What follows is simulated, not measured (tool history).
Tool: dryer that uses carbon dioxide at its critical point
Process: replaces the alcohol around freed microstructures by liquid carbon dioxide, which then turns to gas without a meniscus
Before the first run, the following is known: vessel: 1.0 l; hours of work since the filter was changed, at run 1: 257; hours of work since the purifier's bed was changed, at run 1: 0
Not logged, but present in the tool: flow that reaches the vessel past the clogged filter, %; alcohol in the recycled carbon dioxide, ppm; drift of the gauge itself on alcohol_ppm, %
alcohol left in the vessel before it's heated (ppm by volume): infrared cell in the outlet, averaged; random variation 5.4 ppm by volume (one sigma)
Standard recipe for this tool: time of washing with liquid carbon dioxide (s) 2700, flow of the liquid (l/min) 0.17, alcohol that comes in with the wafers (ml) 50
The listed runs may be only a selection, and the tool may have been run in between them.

run   hour  time of washing with liquid carbon dioxide (s)  flow of the liquid (l/min)  alcohol that comes in with the wafers (ml)  hours of work since the filter was changed  hours of work since the purifier's bed was changed  alcohol left in the vessel before it's heated (ppm by volume)
  1      0                                            2700                        0.17                                          50                                         257                                                   0                                                            180
  2    5.9                                            2700                        0.17                                          50                                         259                                                   2                                                            169
  3     15                                            2700                        0.17                                          50                                         261                                                   5                                                            179
  4   19.9                                            2700                        0.17                                          50                                         263                                                   7                                                            161
  5   27.7                                            2700                        0.17                                          50                                         265                                                   9                                                            169
  6   37.5                                            2700                        0.17                                          50                                         268                                                  12                                                            171
  7   45.3                                            2700                        0.17                                          50                                         271                                                  14                                                            177
  8   54.5                                            2700                        0.17                                          50                                         274                                                  17                                                            175
  9   58.6                                            2700                        0.17                                          50                                         275                                                  19                                                            170
 10   63.4                                            2700                        0.17                                          50                                         277                                                  20                                                            171
 11   68.3                                            2700                        0.17                                          50                                         278                                                  22                                                            167
 12   75.7                                            2700                        0.17                                          50                                         280                                                  24                                                            187
 13   80.7                                            2700                        0.17                                          50                                         282                                                  26                                                            178
 14   87.4                                            2700                        0.17                                          50                                         284                                                  28                                                            187
 15     97                                            2700                        0.17                                          50                                         287                                                  31                                                            186
 16  104.8                                            2700                        0.17                                          50                                         290                                                  33                                                            180
 17    114                                            2700                        0.17                                          46                                         292                                                  36                                                            168
 18    119                                            2700                        0.17                                          46                                         294                                                  38                                                            166
 19  124.7                                            2700                       0.205                                          50                                         296                                                  39                                                             53
 20  129.3                                            2700                       0.265                                          50                                         297                                                  41                                                             18
 21  137.9                                            2700                       0.265                                          50                                         300                                                  43                                                             27
 22  147.1                                            2700                       0.265                                          50                                         303                                                  46                                                             11
 23  152.8                                            2160                        0.17                                         114                                         305                                                  48                                                           1225
 24    159                                            2160                        0.17                                         114                                         307                                                  50                                                           1254
 25    167                                            2700                       0.146                                          97                                         309                                                  53                                                            749
 26  175.4                                            2700                       0.237                                          27                                         312                                                  55                                                             21
 27  180.3                                            2580                       0.152                                          88                                         313                                                  57                                                            710
 28  187.1                                            2580                       0.121                                          22                                         315                                                  59                                                            471
 29  192.9                                            2580                       0.121                                          22                                         317                                                  61                                                            486
 30  201.3                                            3180                        0.17                                          25                                         320                                                  63                                                             48
 31  207.6                                            3180                        0.17                                          25                                         322                                                  65                                                             56

Estimate the outcome of run 32 from the log above:
 32  215.6                                            1860                        0.17                                          21                                         324                                                  68                                                              ?

Run 32 measured alcohol left in the vessel before it's heated (ppm by volume) 444.
On a tool with no hidden condition, and with the same random variation, this run would have come out at alcohol left in the vessel before it's heated (ppm by volume) 351.
